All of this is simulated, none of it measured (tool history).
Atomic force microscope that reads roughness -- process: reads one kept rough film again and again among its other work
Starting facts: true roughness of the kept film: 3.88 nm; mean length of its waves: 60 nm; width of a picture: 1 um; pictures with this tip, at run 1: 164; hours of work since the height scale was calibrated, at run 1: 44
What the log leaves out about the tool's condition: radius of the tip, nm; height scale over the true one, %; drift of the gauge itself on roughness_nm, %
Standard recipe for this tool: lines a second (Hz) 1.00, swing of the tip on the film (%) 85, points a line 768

| run | day | lines a second (Hz) | swing of the tip on the film (%) | points a line | pictures with this tip | hours of work since the height scale was calibrated | roughness of the kept film (nm (root mean square)) |
|---|---|---|---|---|---|---|---|
| 1 | 0.000 | 1.00 | 85 | 768 | 164 | 44 | 3.161 |
| 2 | 0.325 | 1.00 | 85 | 315 | 181 | 49 | 3.140 |
| 3 | 0.654 | 1.00 | 65 | 768 | 198 | 55 | 3.425 |
| 4 | 1.000 | 1.00 | 64 | 768 | 217 | 61 | 3.427 |
| 5 | 1.425 | 1.00 | 85 | 768 | 239 | 68 | 3.119 |
|  | 1.721 | new tip fitted |
| 6 | 1.796 | 1.00 | 85 | 768 | 4 | 74 | 3.278 |
| 7 | 2.183 | 1.00 | 85 | 900 | 25 | 81 | 3.270 |
| 8 | 2.592 | 1.00 | 85 | 802 | 46 | 88 | 3.251 |
| 9 | 2.829 | 1.00 | 79 | 802 | 59 | 92 | 3.361 |
| 10 | 3.204 | 1.35 | 73 | 768 | 78 | 98 | 3.349 |
| 11 | 3.383 | 1.35 | 73 | 768 | 88 | 101 | 3.357 |
| 12 | 3.575 | 0.56 | 85 | 273 | 98 | 104 | 3.403 |
| 13 | 3.917 | 0.56 | 85 | 273 | 116 | 110 | 3.378 |

Branching from run 13: 3 alternative next runs. What would each branch give?
| A | 4.121 | 1.00 | 85 | 303 | 126 | 114 | ? |
| B | 4.121 | 0.56 | 57 | 488 | 126 | 114 | ? |
| C | 4.121 | 0.58 | 85 | 768 | 126 | 114 | ? |

| run | roughness of the kept film (nm (root mean square)) |
|---|---|
| A | 3.168 |
| B | 3.613 |
| C | 3.382 |
Without the tool's hidden state the same runs would have given:
| run | roughness of the kept film (nm (root mean square)) |
|---|---|
| A | 3.254 |
| B | 3.710 |
| C | 3.474 |
